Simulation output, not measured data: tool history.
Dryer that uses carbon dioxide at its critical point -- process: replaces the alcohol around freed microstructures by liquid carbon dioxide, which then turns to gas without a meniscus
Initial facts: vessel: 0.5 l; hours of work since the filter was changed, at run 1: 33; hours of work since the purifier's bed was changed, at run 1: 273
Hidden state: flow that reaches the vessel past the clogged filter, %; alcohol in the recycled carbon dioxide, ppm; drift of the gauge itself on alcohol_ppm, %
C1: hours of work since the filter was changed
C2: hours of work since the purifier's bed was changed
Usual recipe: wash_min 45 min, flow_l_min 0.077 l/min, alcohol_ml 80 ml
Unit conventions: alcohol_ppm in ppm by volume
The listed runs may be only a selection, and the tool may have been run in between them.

{"run": 1, "hour": 0.0, "wash_min": 45, "flow_l_min": 0.077, "alcohol_ml": 80, "C1": 33, "C2": 273, "alcohol_ppm": 743}
{"run": 2, "hour": 27.8, "wash_min": 45, "flow_l_min": 0.077, "alcohol_ml": 54, "C1": 54, "C2": 294, "alcohol_ppm": 558}
{"run": 3, "hour": 55.9, "wash_min": 45, "flow_l_min": 0.077, "alcohol_ml": 54, "C1": 76, "C2": 316, "alcohol_ppm": 586}
{"run": 4, "hour": 69.5, "wash_min": 45, "flow_l_min": 0.1127, "alcohol_ml": 54, "C1": 86, "C2": 326, "alcohol_ppm": 173}
{"run": 5, "hour": 95.7, "wash_min": 45, "flow_l_min": 0.1127, "alcohol_ml": 54, "C1": 106, "C2": 346, "alcohol_ppm": 166}
{"run": 6, "hour": 111.9, "wash_min": 45, "flow_l_min": 0.1127, "alcohol_ml": 54, "C1": 119, "C2": 358, "alcohol_ppm": 176}
{"run": 7, "hour": 136.1, "wash_min": 45, "flow_l_min": 0.1127, "alcohol_ml": 31, "C1": 137, "C2": 377, "alcohol_ppm": 167}
{"run": 8, "hour": 162.9, "wash_min": 45, "flow_l_min": 0.1127, "alcohol_ml": 31, "C1": 158, "C2": 397, "alcohol_ppm": 173}
{"run": 9, "hour": 190.9, "wash_min": 45, "flow_l_min": 0.077, "alcohol_ml": 60, "C1": 179, "C2": 419, "alcohol_ppm": 823}
{"run": 10, "hour": 215.0, "wash_min": 32, "flow_l_min": 0.0564, "alcohol_ml": 25, "C1": 197, "C2": 437, "alcohol_ppm": 3734}
{"run": 11, "hour": 244.1, "wash_min": 29, "flow_l_min": 0.0946, "alcohol_ml": 80, "C1": 220, "C2": 460, "alcohol_ppm": 2578}
{"run": 12, "hour": 270.6, "wash_min": 54, "flow_l_min": 0.0946, "alcohol_ml": 80, "C1": 240, "C2": 480, "alcohol_ppm": 264}
{"run": 13, "hour": 303.4, "wash_min": 31, "flow_l_min": 0.0819, "alcohol_ml": 41, "C1": 265, "C2": 505, "alcohol_ppm": 2197}
{"run": 14, "hour": 323.8, "wash_min": 55, "flow_l_min": 0.0529, "alcohol_ml": 21, "C1": 281, "C2": 521, "alcohol_ppm": 921}
{"hour": 348.9, "done": "inlet filter changed"}
{"run": 15, "hour": 354.1, "wash_min": 42, "flow_l_min": 0.0464, "alcohol_ml": 80, "C1": 4, "C2": 543, "alcohol_ppm": 7991}
{"run": 16, "hour": 382.9, "wash_min": 42, "flow_l_min": 0.0464, "alcohol_ml": 49, "C1": 26, "C2": 565, "alcohol_ppm": 5236}
{"run": 17, "hour": 401.2, "wash_min": 42, "flow_l_min": 0.0464, "alcohol_ml": 49, "C1": 40, "C2": 579, "alcohol_ppm": 5180}
{"run": 18, "hour": 419.3, "wash_min": 42, "flow_l_min": 0.0464, "alcohol_ml": 49, "C1": 54, "C2": 593, "alcohol_ppm": 5329}

Here are 4 independent what-if runs from the current tool condition. What would each one return?
{"run": "A", "hour": 437.2, "wash_min": 42, "flow_l_min": 0.1171, "alcohol_ml": 107, "C1": 68, "C2": 607, "alcohol_ppm": "?"}
{"run": "B", "hour": 437.2, "wash_min": 45, "flow_l_min": 0.1037, "alcohol_ml": 58, "C1": 68, "C2": 607, "alcohol_ppm": "?"}
{"run": "C", "hour": 437.2, "wash_min": 56, "flow_l_min": 0.0464, "alcohol_ml": 60, "C1": 68, "C2": 607, "alcohol_ppm": "?"}
{"run": "D", "hour": 437.2, "wash_min": 31, "flow_l_min": 0.1288, "alcohol_ml": 92, "C1": 68, "C2": 607, "alcohol_ppm": "?"}

run=A alcohol_ppm=314
run=B alcohol_ppm=312
run=C alcohol_ppm=2645
run=D alcohol_ppm=505
Without the tool's unlogged condition, the same runs would have read:
run=A alcohol_ppm=61
run=B alcohol_ppm=59
run=C alcohol_ppm=2166
run=D alcohol_ppm=218
